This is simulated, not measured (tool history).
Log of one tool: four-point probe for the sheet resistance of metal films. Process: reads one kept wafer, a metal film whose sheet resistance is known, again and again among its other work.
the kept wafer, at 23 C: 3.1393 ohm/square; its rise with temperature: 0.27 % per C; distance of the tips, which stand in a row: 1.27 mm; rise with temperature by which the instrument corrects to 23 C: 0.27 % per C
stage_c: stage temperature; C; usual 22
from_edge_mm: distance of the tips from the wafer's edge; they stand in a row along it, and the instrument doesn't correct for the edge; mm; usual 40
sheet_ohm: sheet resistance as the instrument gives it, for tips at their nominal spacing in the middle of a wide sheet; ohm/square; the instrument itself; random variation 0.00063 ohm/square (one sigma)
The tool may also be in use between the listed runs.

run,day,stage_c,from_edge_mm,sheet_ohm
1,0,22,40,3.149177
2,0.954,22,5,3.252273
3,1.846,22,5,3.253214
4,2.458,22,40,3.148718
5,3.138,22,15,3.158663
6,4.312,22,15,3.158398
7,5.425,22,15,3.159608
8,6.188,22,40,3.14902
9,7.1,22,40,3.149885
10,8.417,24,30,3.151
11,9.138,18,13,3.163365
12,9.854,34,67,3.147436
13,11.183,34,67,3.146205
14,12.267,24,7,3.203221
15,13.421,27,13,3.16425
16,14.412,27,13,3.164545
17,15.733,27,13,3.164184
18,17.029,22,34,3.150908

Forecast each of these 3 alternatives for the next run:
A,17.879,22,3,?
B,17.879,32,40,?
C,17.879,23,28,?

run,sheet_ohm
A,3.421641
B,3.15041
C,3.151239
Without the tool's hidden state the same runs would have given:
run,sheet_ohm
A,3.411443
B,3.140964
C,3.141782
